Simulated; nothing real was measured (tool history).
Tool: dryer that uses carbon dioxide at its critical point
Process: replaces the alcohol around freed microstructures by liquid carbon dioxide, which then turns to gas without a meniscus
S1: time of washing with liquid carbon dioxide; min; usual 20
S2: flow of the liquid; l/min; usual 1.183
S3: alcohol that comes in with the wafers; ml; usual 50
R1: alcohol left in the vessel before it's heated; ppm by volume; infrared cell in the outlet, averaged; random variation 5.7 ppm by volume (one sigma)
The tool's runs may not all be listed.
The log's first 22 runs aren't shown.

| run | hour | S1 | S2 | S3 | R1 |
|---|---|---|---|---|---|
| 23 | 290 | 26 | 1.1 | 25 | 71 |
| 24 | 306.5 | 20 | 1.183 | 41 | 181 |
| 25 | 321.7 | 20 | 1.12 | 97 | 501 |
| 26 | 336.2 | 12 | 1.19 | 93 | 1863 |
| 27 | 352.7 | 16 | 1.183 | 50 | 470 |
| 28 | 368.9 | 22 | 1.78 | 82 | 36 |
| 29 | 379.2 | 22 | 1.78 | 82 | 31 |
| 30 | 386.9 | 13 | 1.68 | 43 | 236 |
| 31 | 398.9 | 24 | 1.69 | 119 | 32 |
| 32 | 410.4 | 24 | 1.61 | 43 | 33 |
| 33 | 426.9 | 24 | 0.89 | 61 | 442 |
| 34 | 438.6 | 17 | 0.76 | 108 | 3116 |

Forecast each of these 3 alternatives for the next run:
| A | 449.6 | 17 | 1.17 | 112 | ? |
| B | 449.6 | 20 | 0.83 | 44 | ? |
| C | 449.6 | 20 | 1.183 | 50 | ? |

| run | R1 |
|---|---|
| A | 930 |
| B | 697 |
| C | 244 |
Without the tool's hidden state the same runs would have given:
| run | R1 |
|---|---|
| A | 768 |
| B | 589 |
| C | 185 |

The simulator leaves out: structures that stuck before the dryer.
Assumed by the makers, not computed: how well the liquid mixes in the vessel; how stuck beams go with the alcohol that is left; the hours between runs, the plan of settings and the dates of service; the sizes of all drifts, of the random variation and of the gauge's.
